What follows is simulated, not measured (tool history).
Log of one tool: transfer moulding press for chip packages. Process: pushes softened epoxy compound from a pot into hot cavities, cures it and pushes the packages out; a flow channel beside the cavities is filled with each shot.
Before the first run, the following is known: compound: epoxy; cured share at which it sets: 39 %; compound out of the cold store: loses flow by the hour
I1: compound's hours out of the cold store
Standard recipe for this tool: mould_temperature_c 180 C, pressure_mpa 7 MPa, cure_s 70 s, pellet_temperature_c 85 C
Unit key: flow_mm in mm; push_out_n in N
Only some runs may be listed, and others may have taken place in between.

{"run": 1, "hour": 0.0, "mould_temperature_c": 180, "pressure_mpa": 7, "cure_s": 70, "pellet_temperature_c": 85, "I1": 40.1, "flow_mm": 559, "push_out_n": 887}
{"hour": 18.7, "done": "cavities cleaned with cleaning compound and waxed"}
{"hour": 24.9, "done": "plunger's sealing rings changed"}
{"run": 2, "hour": 29.3, "mould_temperature_c": 180, "pressure_mpa": 7, "cure_s": 70, "pellet_temperature_c": 85, "I1": 30.2, "flow_mm": 627, "push_out_n": 721}
{"run": 3, "hour": 49.2, "mould_temperature_c": 180, "pressure_mpa": 7, "cure_s": 70, "pellet_temperature_c": 85, "I1": 12.6, "flow_mm": 657, "push_out_n": 887}
{"hour": 55.9, "done": "mould's thermocouples calibrated"}
{"hour": 76.7, "done": "cavities cleaned with cleaning compound and waxed"}
{"run": 4, "hour": 76.7, "mould_temperature_c": 180, "pressure_mpa": 7, "cure_s": 70, "pellet_temperature_c": 85, "I1": 15.2, "flow_mm": 650, "push_out_n": 543}
{"run": 5, "hour": 96.9, "mould_temperature_c": 180, "pressure_mpa": 7, "cure_s": 70, "pellet_temperature_c": 85, "I1": 12.6, "flow_mm": 650, "push_out_n": 827}
{"run": 6, "hour": 124.1, "mould_temperature_c": 186, "pressure_mpa": 5.97, "cure_s": 70, "pellet_temperature_c": 79, "I1": 44.8, "flow_mm": 534, "push_out_n": 784}
{"hour": 131.1, "done": "cavities cleaned with cleaning compound and waxed"}
{"run": 7, "hour": 149.1, "mould_temperature_c": 186, "pressure_mpa": 5.97, "cure_s": 70, "pellet_temperature_c": 79, "I1": 19.2, "flow_mm": 566, "push_out_n": 680}
{"run": 8, "hour": 172.4, "mould_temperature_c": 184, "pressure_mpa": 5.97, "cure_s": 53, "pellet_temperature_c": 80, "I1": 15.8, "flow_mm": 572, "push_out_n": 1347}
{"hour": 185.2, "done": "cavities cleaned with cleaning compound and waxed"}
{"run": 9, "hour": 185.7, "mould_temperature_c": 184, "pressure_mpa": 7.83, "cure_s": 71, "pellet_temperature_c": 81, "I1": 10.7, "flow_mm": 671, "push_out_n": 495}
{"run": 10, "hour": 208.4, "mould_temperature_c": 184, "pressure_mpa": 7.83, "cure_s": 71, "pellet_temperature_c": 81, "I1": 36, "flow_mm": 608, "push_out_n": 724}

What would each run have given without the hidden state, its run-to-run variation left as it was?
Hidden state at play: true mould temperature over the reading, C; pressure that reaches the compound, % of what is set; grip of the stained cavities, % over clean ones'; drift of the gauge itself on flow_mm, %; drift of the gauge itself on push_out_n, %.
run=1 flow_mm=613 push_out_n=522
run=2 flow_mm=627 push_out_n=543
run=3 flow_mm=662 push_out_n=538
run=4 flow_mm=661 push_out_n=539
run=5 flow_mm=665 push_out_n=540
run=6 flow_mm=552 push_out_n=464
run=7 flow_mm=589 push_out_n=456
run=8 flow_mm=600 push_out_n=797
run=9 flow_mm=706 push_out_n=473
run=10 flow_mm=646 push_out_n=462
